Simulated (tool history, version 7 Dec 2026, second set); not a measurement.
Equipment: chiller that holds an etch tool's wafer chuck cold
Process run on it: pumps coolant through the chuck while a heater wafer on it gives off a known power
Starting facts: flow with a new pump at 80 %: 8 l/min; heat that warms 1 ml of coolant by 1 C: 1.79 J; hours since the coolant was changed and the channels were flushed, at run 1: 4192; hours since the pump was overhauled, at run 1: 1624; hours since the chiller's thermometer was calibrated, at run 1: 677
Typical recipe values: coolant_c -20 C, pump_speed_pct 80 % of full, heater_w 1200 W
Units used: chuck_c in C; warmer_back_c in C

run	day	coolant_c	pump_speed_pct	heater_w	hours since the coolant was changed and the channels were flushed	hours since the pump was overhauled	hours since the chiller's thermometer was calibrated	chuck_c	warmer_back_c
1	0.000	-20	80	1200	4192	1624	677	-9.80	5.16
2	3.304	-20	80	1200	4271	1704	756	-9.92	5.17
3	7.279	-20	80	1200	4367	1799	852	-9.74	5.11
4	10.175	-14	80	1200	4436	1869	921	-3.80	5.13
5	13.404	-20	80	1200	4514	1946	999	-9.87	5.12
6	15.400	-20	72	1200	4562	1994	1047	-9.10	5.86
7	19.754	-16	80	1200	4666	2099	1151	-5.91	5.11
8	23.058	-20	80	1200	4746	2178	1230	-9.92	5.21
9	27.150	-20	80	1200	4844	2276	1329	-9.82	5.24
10	31.458	-20	80	1127	4947	2379	1432	-10.37	4.88
11	36.296	-20	80	1127	5063	2496	1548	-10.26	4.87
12	39.212	-20	80	1127	5133	2566	1618	-10.40	4.85
13	43.971	-20	80	1127	5247	2680	1732	-10.22	4.90
14	48.633	-20	80	1127	5359	2792	1844	-10.14	4.91
15	51.221	-20	80	1127	5421	2854	1906	-10.23	4.92
16	55.583	-20	80	1200	5526	2958	2011	-9.45	5.25
17	58.975	-27	71	621	5608	3040	2092	-21.34	3.12
18	62.950	-27	71	621	5703	3135	2188	-21.25	3.14
19	65.275	-24	68	1200	5759	3191	2244	-12.29	6.34
20	68.629	-25	78	1184	5839	3272	2324	-14.44	5.35
21	70.617	-20	73	668	5887	3319	2372	-13.99	3.22
22	72.608	-20	61	1200	5935	3367	2420	-7.34	7.14
23	75.029	-18	84	1200	5993	3425	2478	-7.93	5.03
24	77.454	-20	61	1224	6051	3483	2536	-7.08	7.31
25	82.042	-14	61	1732	6161	3593	2646	4.53	10.52
26	86.612	-24	91	1200	6271	3703	2756	-14.46	4.59
27	90.321	-14	99	1200	6360	3792	2845	-4.99	4.19
28	95.162	-23	78	1455	6476	3908	2961	-9.87	6.66
29	97.333	-23	78	1455	6528	3961	3013	-9.84	6.67
30	101.896	-27	68	1455	6638	4070	3123	-12.48	7.78
31	106.388	-26	71	1200	6745	4178	3230	-14.29	6.17
32	110.000	-19	92	822	6832	4264	3317	-12.46	3.13

Some steps in chuck_c between neighbouring runs. How much of each would the tool show without its hidden state too (settings, what came in, random variation), and how much is left for the hidden state, with any gauge scatter that isn't in both results?
Hidden conditions of the tool in this case: heat passed by the chuck's channels, % of clean ones'; flow at a given pump speed, % of a new pump's; coolant's true temperature over the reading, C; drift of the gauge itself on chuck_c, C; drift of the gauge itself on warmer_back_c, C.
Run 16 -> 17: coolant_c -20 -> -27, pump_speed_pct 80 -> 71, heater_w 1200 -> 621. chuck_c -11.89 C: hidden state -0.57, all else -11.32.
Run 21 -> 22: pump_speed_pct 73 -> 61, heater_w 668 -> 1200. chuck_c +6.65 C: hidden state +0.79, all else +5.86.
Run 24 -> 25: coolant_c -20 -> -14, heater_w 1224 -> 1732. chuck_c +11.61 C: hidden state +0.76, all else +10.85.
Run 25 -> 26: coolant_c -14 -> -24, pump_speed_pct 61 -> 91, heater_w 1732 -> 1200. chuck_c -18.99 C: hidden state -1.06, all else -17.93.
